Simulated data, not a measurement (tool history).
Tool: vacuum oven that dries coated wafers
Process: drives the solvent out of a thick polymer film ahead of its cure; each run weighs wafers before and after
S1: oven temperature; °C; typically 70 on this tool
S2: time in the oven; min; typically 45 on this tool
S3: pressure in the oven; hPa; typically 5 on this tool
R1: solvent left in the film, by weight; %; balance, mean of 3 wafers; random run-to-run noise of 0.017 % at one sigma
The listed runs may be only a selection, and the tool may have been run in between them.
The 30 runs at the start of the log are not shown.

run,day,S1,S2,S3,R1
31,110.292,62,65,18.34,2.56
32,113.754,62,80,18.34,1.95
33,116.146,70,64,18.34,1.06
34,118.979,70,64,18.34,1.02
35,122.008,70,49,4.9,1.12
36,126.471,70,49,4.9,1.08
# day 126.946: oven's thermocouples calibrated
37,128.833,61,25,12.32,7.78
38,131.938,62,42,3.89,4.28
39,135.183,65,47,3.89,2.67
40,139.333,83,27,5.32,0.69
# day 142.229: vacuum gauge cleaned of residue and calibrated
41,143.333,56,45,6.9,6.03
42,147.071,83,47,8.65,0.18
43,150.533,70,47,8.65,1.25
44,154.217,77,66,16.71,0.44
45,159.004,77,49,4.16,0.28

Here are 5 independent what-if runs from the current tool condition. What would each one return?
A,161.825,68,49,4.16,?
B,161.825,73,58,3.68,?
C,161.825,78,48,5,?
D,161.825,70,35,10.63,?
E,161.825,67,26,4.41,?

run,R1
A,1.32
B,0.37
C,0.25
D,2.2
E,4.44
Take away the tool's hidden state, keep each run's random variation, and the runs would have read:
run,R1
A,1.52
B,0.41
C,0.28
D,2.47
E,4.81

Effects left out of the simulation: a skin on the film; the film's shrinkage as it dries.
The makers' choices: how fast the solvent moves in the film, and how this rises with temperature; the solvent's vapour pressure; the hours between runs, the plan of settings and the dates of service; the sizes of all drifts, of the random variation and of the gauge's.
